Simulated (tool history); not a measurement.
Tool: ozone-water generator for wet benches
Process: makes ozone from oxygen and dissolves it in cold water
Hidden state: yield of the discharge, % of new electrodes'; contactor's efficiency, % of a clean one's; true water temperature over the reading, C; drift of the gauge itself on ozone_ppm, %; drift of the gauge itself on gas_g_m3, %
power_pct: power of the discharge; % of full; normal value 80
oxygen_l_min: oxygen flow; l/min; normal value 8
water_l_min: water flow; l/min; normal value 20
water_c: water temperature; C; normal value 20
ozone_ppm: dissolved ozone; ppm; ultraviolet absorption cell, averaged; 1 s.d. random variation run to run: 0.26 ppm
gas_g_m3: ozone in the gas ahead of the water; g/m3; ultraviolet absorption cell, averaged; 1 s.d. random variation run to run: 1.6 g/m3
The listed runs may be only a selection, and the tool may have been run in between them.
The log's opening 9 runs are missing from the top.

run	day	power_pct	oxygen_l_min	water_l_min	water_c	hours of work since the electrodes were changed	hours of work since the contactor was cleaned	hours of work since the thermometer was calibrated	ozone_ppm	gas_g_m3
10	35.738	80	8	20	20	2491	952	4596	35.2	278.5
11	38.654	80	8	20	20	2560	1021	4665	35.5	278.5
12	42.688	80	8	20	20	2656	1117	4761	35.3	275.6
13	47.346	80	8	20	20	2767	1228	4872	35	274.1
# day 49.838: water thermometer calibrated
14	50.996	80	8	20	20	2853	1314	28	35	274.4
15	53.279	80	8	19	20	2908	1369	82	35.9	275.2
16	57.162	80	8	20	20	3000	1461	174	34.9	274.4
17	62.858	42	9.13	18	12	3136	1596	310	27.4	162
# day 63.4: contactor cleaned
18	65.833	52	8	20	19	3202	58	376	25.9	204
19	70.688	43	9.26	18	12	3318	173	492	27.4	163.1
20	74.467	43	9.26	18	12	3408	263	582	27.2	164.5
21	79.896	45	8	20	20	3537	392	711	23.1	183.9
22	84.838	45	8	20	20	3654	510	828	22.9	181.6
# day 87.079: contactor cleaned, once more
23	88.808	80	10.92	20	20	3745	41	919	32	220.4
24	93.083	47	10.22	20	20	3847	143	1021	23	161.6
25	98.575	47	10.22	20	20	3977	273	1151	22.8	161.4
26	101.379	80	8	19	28	4044	340	1218	30.1	264
27	104.004	59	4.83	26	24	4106	403	1280	21.8	293.9
28	107.717	59	4.83	12	19	4195	491	1369	43.9	288.1
29	112.921	68	4.01	21	19	4318	615	1492	30.8	355
30	117.667	56	14.01	29	18	4431	728	1605	18.6	146.9
31	121.583	56	7.27	17	14	4524	821	1699	33.4	217.8
32	125.825	45	8	27	20	4625	922	1799	17.9	177.8

Consider 5 possible next runs. They are alternatives, not a sequence: every one starts from the tool as it was left by run 32. What does each give?
A	130.492	45	8	13	20	4736	1033	1910	?	?
B	130.492	63	8	27	20	4736	1033	1910	?	?
C	130.492	45	5.48	27	25	4736	1033	1910	?	?
D	130.492	65	8	27	20	4736	1033	1910	?	?
E	130.492	51	8	28	20	4736	1033	1910	?	?

run	ozone_ppm	gas_g_m3
A	30.3	177.1
B	22.3	219.2
C	16.8	223.3
D	22.2	222.8
E	18.7	191.2
Take away the tool's hidden state, keep each run's random variation, and the runs would have read:
run	ozone_ppm	gas_g_m3
A	34.6	199.9
B	26.7	257.4
C	19.4	252
D	26.7	262.8
E	21.8	219
